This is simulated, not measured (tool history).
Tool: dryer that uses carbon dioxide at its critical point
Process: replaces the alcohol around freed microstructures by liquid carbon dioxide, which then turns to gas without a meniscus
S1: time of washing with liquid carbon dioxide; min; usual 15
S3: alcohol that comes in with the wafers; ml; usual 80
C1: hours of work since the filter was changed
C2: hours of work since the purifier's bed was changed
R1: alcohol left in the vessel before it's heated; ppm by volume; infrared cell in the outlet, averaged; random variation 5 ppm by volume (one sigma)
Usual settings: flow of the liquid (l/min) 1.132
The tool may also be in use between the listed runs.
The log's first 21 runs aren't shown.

{"run": 22, "hour": 259.4, "S1": 15, "flow of the liquid (l/min)": 1.132, "S3": 80, "C1": 224, "C2": 114, "R1": 55}
{"run": 23, "hour": 270.5, "S1": 15, "flow of the liquid (l/min)": 1.132, "S3": 80, "C1": 229, "C2": 118, "R1": 55}
{"run": 24, "hour": 281.9, "S1": 16, "flow of the liquid (l/min)": 1.19, "S3": 23, "C1": 234, "C2": 123, "R1": 34}
{"run": 25, "hour": 293.8, "S1": 16, "flow of the liquid (l/min)": 1.19, "S3": 23, "C1": 239, "C2": 129, "R1": 29}
{"run": 26, "hour": 310.3, "S1": 13, "flow of the liquid (l/min)": 1.08, "S3": 62, "C1": 246, "C2": 136, "R1": 116}
{"hour": 319.7, "done": "inlet filter changed"}
{"run": 27, "hour": 325.7, "S1": 13, "flow of the liquid (l/min)": 1.08, "S3": 62, "C1": 3, "C2": 142, "R1": 76}
{"run": 28, "hour": 340.8, "S1": 15, "flow of the liquid (l/min)": 1.13, "S3": 112, "C1": 9, "C2": 149, "R1": 62}
{"run": 29, "hour": 352.8, "S1": 10, "flow of the liquid (l/min)": 1.132, "S3": 104, "C1": 14, "C2": 154, "R1": 286}
{"run": 30, "hour": 364.1, "S1": 22, "flow of the liquid (l/min)": 0.9, "S3": 34, "C1": 19, "C2": 159, "R1": 48}
{"run": 31, "hour": 376.2, "S1": 19, "flow of the liquid (l/min)": 0.9, "S3": 87, "C1": 25, "C2": 164, "R1": 46}
{"run": 32, "hour": 391.5, "S1": 15, "flow of the liquid (l/min)": 0.78, "S3": 87, "C1": 31, "C2": 171, "R1": 198}
{"run": 33, "hour": 402.4, "S1": 11, "flow of the liquid (l/min)": 1.79, "S3": 80, "C1": 36, "C2": 176, "R1": 45}
{"run": 34, "hour": 409.8, "S1": 17, "flow of the liquid (l/min)": 1.132, "S3": 80, "C1": 39, "C2": 179, "R1": 56}
{"run": 35, "hour": 417.0, "S1": 19, "flow of the liquid (l/min)": 0.75, "S3": 21, "C1": 42, "C2": 182, "R1": 47}
{"run": 36, "hour": 429.5, "S1": 19, "flow of the liquid (l/min)": 0.75, "S3": 21, "C1": 48, "C2": 187, "R1": 60}
{"run": 37, "hour": 442.9, "S1": 19, "flow of the liquid (l/min)": 0.75, "S3": 21, "C1": 54, "C2": 193, "R1": 59}
{"run": 38, "hour": 452.1, "S1": 15, "flow of the liquid (l/min)": 0.97, "S3": 80, "C1": 58, "C2": 197, "R1": 95}
{"run": 39, "hour": 465.1, "S1": 15, "flow of the liquid (l/min)": 0.97, "S3": 58, "C1": 63, "C2": 203, "R1": 87}
{"run": 40, "hour": 478.4, "S1": 9, "flow of the liquid (l/min)": 1.132, "S3": 80, "C1": 69, "C2": 209, "R1": 393}
{"run": 41, "hour": 494.8, "S1": 11, "flow of the liquid (l/min)": 0.79, "S3": 21, "C1": 76, "C2": 216, "R1": 223}
{"run": 42, "hour": 504.9, "S1": 11, "flow of the liquid (l/min)": 0.79, "S3": 21, "C1": 81, "C2": 220, "R1": 240}
{"run": 43, "hour": 517.4, "S1": 11, "flow of the liquid (l/min)": 0.79, "S3": 21, "C1": 86, "C2": 226, "R1": 233}
{"run": 44, "hour": 529.3, "S1": 13, "flow of the liquid (l/min)": 1.132, "S3": 80, "C1": 91, "C2": 231, "R1": 110}
{"run": 45, "hour": 536.3, "S1": 17, "flow of the liquid (l/min)": 1.66, "S3": 43, "C1": 95, "C2": 234, "R1": 48}

5 ways to go on from here, each from the tool as it stands after run 45. What would each give?
{"run": "A", "hour": 543.0, "S1": 9, "flow of the liquid (l/min)": 0.92, "S3": 61, "C1": 97, "C2": 237, "R1": "?"}
{"run": "B", "hour": 543.0, "S1": 17, "flow of the liquid (l/min)": 1.66, "S3": 112, "C1": 97, "C2": 237, "R1": "?"}
{"run": "C", "hour": 543.0, "S1": 17, "flow of the liquid (l/min)": 1.35, "S3": 40, "C1": 97, "C2": 237, "R1": "?"}
{"run": "D", "hour": 543.0, "S1": 17, "flow of the liquid (l/min)": 1.56, "S3": 43, "C1": 97, "C2": 237, "R1": "?"}
{"run": "E", "hour": 543.0, "S1": 14, "flow of the liquid (l/min)": 1.12, "S3": 70, "C1": 97, "C2": 237, "R1": "?"}

run=A R1=729
run=B R1=69
run=C R1=55
run=D R1=63
run=E R1=92
Without the tool's hidden state the same runs would have given:
run=A R1=572
run=B R1=14
run=C R1=3
run=D R1=10
run=E R1=30
